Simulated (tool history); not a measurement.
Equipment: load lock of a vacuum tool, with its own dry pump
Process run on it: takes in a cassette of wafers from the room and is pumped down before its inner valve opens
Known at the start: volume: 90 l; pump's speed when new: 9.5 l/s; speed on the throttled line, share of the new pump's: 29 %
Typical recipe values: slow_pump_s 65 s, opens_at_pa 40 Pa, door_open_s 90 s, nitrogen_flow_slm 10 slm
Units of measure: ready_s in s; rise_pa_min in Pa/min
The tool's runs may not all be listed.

run,hour,slow_pump_s,opens_at_pa,door_open_s,nitrogen_flow_slm,"incoming humidity of the room's air, %",ready_s,rise_pa_min
1,0,65,40,90,10,44.5,125.6,0.059
2,264.5,65,40,90,10,44.7,126.5,0.056
3,407.7,65,40,90,10,47.2,127.3,0.064
4,540,65,59,90,10,43.7,123,0.059
5,681.1,65,40,90,10,49,127.1,0.07
6,976.6,65,40,90,10,47.1,126.8,0.066
7,1101.6,65,40,90,10,45.8,126,0.061
8,1305.2,65,40,90,38,43.2,128,0.037
9,1598.4,65,40,90,38,44.2,127,0.04
10,1723.4,65,66,90,38,42.5,121.8,0.041
11,1961.3,65,66,90,38,44.5,123.9,0.042
12,2113.1,65,40,90,9,47.9,128.1,0.076
13,2272.5,65,40,90,9,47,128.7,0.078
14,2521.6,65,40,90,9,44.3,129,0.069
15,2821.6,65,40,90,5,44.8,128.7,0.076
16,3103,65,40,90,5,46.4,129.5,0.089
17,3329.9,65,65,90,10,40.4,124.6,0.071
18,3458.9,65,65,90,10,43.4,123.5,0.074
19,3648.5,65,65,90,10,40.8,124.4,0.069
20,3883.3,65,44,90,10,46,129.8,0.074
21,4008.3,65,44,62,31,47.5,130.6,0.054
22,4183.4,59,40,26,29,47.1,127.4,0.049
23,4373.4,126,40,176,29,43.2,170.9,0.073
24,4639.9,128,40,42,10,42.8,170,0.055
25,4907.9,102,54,62,27,47.4,153.2,0.061
26,5088.1,71,71,123,32,46.8,129.4,0.069
27,5384.6,71,71,34,14,43.7,131.3,0.063
28,5648.9,65,40,90,18,43.2,133.7,0.072
29,5947,45,40,31,10,46.7,121.2,0.069
30,6126.6,45,40,31,10,44.3,121.4,0.066
31,6250,65,51,90,5,44.2,130.2,0.098
32,6394.2,65,49,27,10,44.3,132.5,0.069
33,6603.2,75,40,90,10,47.6,141.1,0.099
34,6729.7,75,40,90,10,43.1,141.4,0.092
35,7005.3,65,40,90,21,44.5,135.4,0.084
36,7165.9,38,43,129,25,44.9,117.4,0.093

Some steps in ready_s between neighbouring runs. How much of each would the tool show without its hidden state too (settings, what came in, random variation), and how much is left for the hidden state, with any gauge scatter that isn't in both results?
Hidden state at play: pump's speed, % of a new pump's; leak at the door's seal, Pa l/s; drift of the gauge itself on ready_s, %; drift of the gauge itself on rise_pa_min, %.
Run 22 -> 23: slow_pump_s 59 -> 126, door_open_s 26 -> 176. ready_s +43.5 s: hidden state -3.9, all else +47.4.
Run 25 -> 26: slow_pump_s 102 -> 71, opens_at_pa 54 -> 71, door_open_s 62 -> 123, nitrogen_flow_slm 27 -> 32. ready_s -23.8 s: hidden state +1.6, all else -25.4.
Run 27 -> 28: slow_pump_s 71 -> 65, opens_at_pa 71 -> 40, door_open_s 34 -> 90, nitrogen_flow_slm 14 -> 18. ready_s +2.4 s: hidden state +2.3, all else +0.1.
Run 35 -> 36: slow_pump_s 65 -> 38, opens_at_pa 40 -> 43, door_open_s 90 -> 129, nitrogen_flow_slm 21 -> 25. ready_s -18 s: hidden state +2, all else -20.
